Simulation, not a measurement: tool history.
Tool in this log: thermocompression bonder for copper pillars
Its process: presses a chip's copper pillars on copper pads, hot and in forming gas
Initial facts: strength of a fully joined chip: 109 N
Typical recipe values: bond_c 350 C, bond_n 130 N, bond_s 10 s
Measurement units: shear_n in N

Run 1, hour 0.0: usual settings. Result: shear_n 41.0 N.
Run 2, hour 9.7: usual settings. Result: shear_n 41.0 N.
Run 3, hour 14.0: usual settings. Result: shear_n 41.0 N.
Run 4, hour 19.9: usual settings but bond_n 156 N. Result: shear_n 46.1 N.
Run 5, hour 25.1: usual settings. Result: shear_n 40.6 N.
Run 6, hour 29.4: usual settings but bond_n 105 N. Result: shear_n 35.1 N.
Run 7, hour 34.0: usual settings but bond_n 105 N. Result: shear_n 35.4 N.
Run 8, hour 41.4: usual settings but bond_n 105 N. Result: shear_n 35.6 N.
Run 9, hour 50.6: usual settings but bond_n 105 N. Result: shear_n 35.1 N.
Run 10, hour 54.6: usual settings. Result: shear_n 40.7 N.
Run 11, hour 61.6: usual settings. Result: shear_n 40.6 N.
Run 12, hour 67.9: usual settings. Result: shear_n 40.7 N.
Run 13, hour 74.6: usual settings but bond_n 80 N. Result: shear_n 28.6 N.
Run 14, hour 82.7: usual settings but bond_n 80 N. Result: shear_n 28.3 N.
Run 15, hour 88.7: usual settings but bond_n 80 N. Result: shear_n 28.9 N.
Run 16, hour 98.2: usual settings but bond_n 156 N. Result: shear_n 44.9 N.
Run 17, hour 103.4: usual settings but bond_c 370 C, bond_n 105 N, bond_s 8 s. Result: shear_n 36.8 N.
Run 18, hour 112.7: usual settings but bond_c 326 C, bond_n 85 N, bond_s 5 s. Result: shear_n 18.0 N.
Run 19, hour 121.9: usual settings but bond_c 326 C, bond_n 85 N, bond_s 5 s. Result: shear_n 18.1 N.
Run 20, hour 127.2: usual settings but bond_c 326 C, bond_n 85 N, bond_s 5 s. Result: shear_n 17.6 N.
Run 21, hour 134.0: usual settings but bond_c 326 C, bond_n 156 N, bond_s 6 s. Result: shear_n 30.5 N.
Run 22, hour 143.5: usual settings but bond_c 326 C, bond_n 156 N, bond_s 6 s. Result: shear_n 30.2 N.
Run 23, hour 153.1: usual settings but bond_c 326 C, bond_n 156 N, bond_s 6 s. Result: shear_n 30.2 N.
Run 24, hour 161.7: usual settings but bond_n 90 N, bond_s 16 s. Result: shear_n 37.0 N.
Run 25, hour 171.5: usual settings but bond_c 343 C, bond_n 108 N, bond_s 6 s. Result: shear_n 26.5 N.
Run 26, hour 176.7: usual settings but bond_n 170 N. Result: shear_n 47.0 N.

5 options for the next run, each taken on its own from the tool as it stands now. Forecast them:
Run A, hour 185.1: usual settings but bond_n 170 N, bond_s 17 s. Result: shear_n ?.
Run B, hour 185.1: usual settings but bond_c 373 C, bond_n 185 N, bond_s 8 s. Result: shear_n ?.
Run C, hour 185.1: usual settings but bond_n 88 N. Result: shear_n ?.
Run D, hour 185.1: usual settings but bond_n 114 N. Result: shear_n ?.
Run E, hour 185.1: usual settings but bond_n 184 N, bond_s 21 s. Result: shear_n ?.

run  shear_n
  A     55.7
  B     52.1
  C     29.7
  D     36.3
  E     62.7
With no hidden state in the tool, these same runs would have given:
run  shear_n
  A     58.7
  B     54.8
  C     31.3
  D     38.2
  E     66.0

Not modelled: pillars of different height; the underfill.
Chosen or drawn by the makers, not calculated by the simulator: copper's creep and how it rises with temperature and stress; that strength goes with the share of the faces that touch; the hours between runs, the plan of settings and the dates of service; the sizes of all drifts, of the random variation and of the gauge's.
